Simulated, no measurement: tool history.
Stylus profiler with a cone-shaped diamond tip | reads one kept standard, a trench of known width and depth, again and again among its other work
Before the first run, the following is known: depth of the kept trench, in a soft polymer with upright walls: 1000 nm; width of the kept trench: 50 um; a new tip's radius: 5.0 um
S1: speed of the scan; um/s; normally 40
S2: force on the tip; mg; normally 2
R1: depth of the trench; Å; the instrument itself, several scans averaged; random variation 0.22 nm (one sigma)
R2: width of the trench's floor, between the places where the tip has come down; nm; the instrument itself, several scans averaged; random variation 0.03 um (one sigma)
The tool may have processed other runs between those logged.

| run | hour | S1 | S2 | R1 | R2 |
|---|---|---|---|---|---|
| 1 | 0 | 40 | 2 | 10068.3 | 43650 |
| 2 | 99.5 | 40 | 2 | 10072.6 | 43550 |
| 3 | 157.5 | 40 | 2 | 10074 | 43500 |
| 4 | 198.7 | 40 | 2 | 10076.1 | 43530 |
| 5 | 278.8 | 40 | 2 | 10076.1 | 43440 |
| 6 | 344.1 | 130 | 2 | 10078.1 | 43160 |
| 7 | 438.3 | 40 | 0.98 | 10048.3 | 43330 |
| 8 | 524.5 | 40 | 0.98 | 10051.6 | 43280 |
| 9 | 619 | 40 | 2.56 | 10091.1 | 43370 |
| 10 | 677.6 | 40 | 2.56 | 10090.2 | 43340 |
| 11 | 762.4 | 40 | 2.56 | 10093.2 | 43390 |
| 12 | 828.3 | 40 | 2.56 | 10096.4 | 43310 |
| 13 | 929.4 | 40 | 2.56 | 10096.9 | 43270 |
| 14 | 1006.3 | 40 | 2.56 | 10096.5 | 43230 |
| 15 | 1091.7 | 38 | 2 | 10078.9 | 43180 |
| 16 | 1133.1 | 38 | 2 | 10081.7 | 43140 |
| 17 | 1220.8 | 40 | 0.72 | 10054.7 | 43020 |
| 18 | 1267.1 | 149 | 0.72 | 10055 | 42430 |
| 19 | 1335.8 | 40 | 0.87 | 10062.3 | 42960 |
| 20 | 1400.4 | 40 | 0.87 | 10059.1 | 42960 |
| 21 | 1499.8 | 40 | 2 | 10092 | 43090 |
| 22 | 1553.7 | 116 | 2 | 10094.2 | 42760 |
| 23 | 1612 | 116 | 2 | 10094.9 | 42740 |
| 24 | 1705.7 | 77 | 3.69 | 10122.4 | 42900 |
| 25 | 1783.8 | 86 | 1.2 | 10080 | 42700 |
| 26 | 1882.1 | 86 | 1.2 | 10074.2 | 42640 |
| 27 | 1960.9 | 27 | 0.67 | 10060.6 | 42760 |
| 28 | 2002.2 | 25 | 2.14 | 10101.3 | 42890 |
| 29 | 2067.4 | 25 | 2.14 | 10099.1 | 42810 |
| 30 | 2134 | 32 | 2.14 | 10097.1 | 42730 |
| 31 | 2215.7 | 34 | 3.32 | 10123 | 42790 |
| 32 | 2272 | 30 | 1.66 | 10085.3 | 42690 |
| 33 | 2358.4 | 64 | 1.89 | 10093.9 | 42580 |
| 34 | 2412.3 | 26 | 0.95 | 10080.4 | 42680 |
| 35 | 2492.2 | 44 | 5.38 | 10161.3 | 42660 |
| 36 | 2581.5 | 44 | 5.38 | 10163.8 | 42660 |
| 37 | 2630.4 | 44 | 5.38 | 10161.9 | 42660 |
| 38 | 2682.1 | 15 | 0.69 | 10072.9 | 42590 |
| 39 | 2762.2 | 15 | 1.22 | 10084.5 | 42580 |
| 40 | 2810.3 | 15 | 1.22 | 10088.8 | 42560 |
| 41 | 2858.1 | 15 | 1.22 | 10085.4 | 42590 |
| 42 | 2935 | 27 | 3.34 | 10134.8 | 42530 |
| 43 | 2990.6 | 64 | 4.23 | 10146.4 | 42410 |
| 44 | 3089.1 | 27 | 0.68 | 10073 | 42380 |
| 45 | 3181.2 | 48 | 3.01 | 10131.5 | 42440 |

4 ways to go on from here, each from the tool as it stands after run 45. What would each give?
| A | 3266.8 | 51 | 0.67 | ? | ? |
| B | 3266.8 | 48 | 2.14 | ? | ? |
| C | 3266.8 | 24 | 3.01 | ? | ? |
| D | 3266.8 | 65 | 2 | ? | ? |

| run | R1 | R2 |
|---|---|---|
| A | 10075.5 | 42220 |
| B | 10109.4 | 42350 |
| C | 10128.6 | 42400 |
| D | 10107.9 | 42320 |
Without the tool's hidden state the same runs would have given:
| run | R1 | R2 |
|---|---|---|
| A | 10031.8 | 43730 |
| B | 10065.5 | 43860 |
| C | 10084.7 | 43910 |
| D | 10064.1 | 43830 |
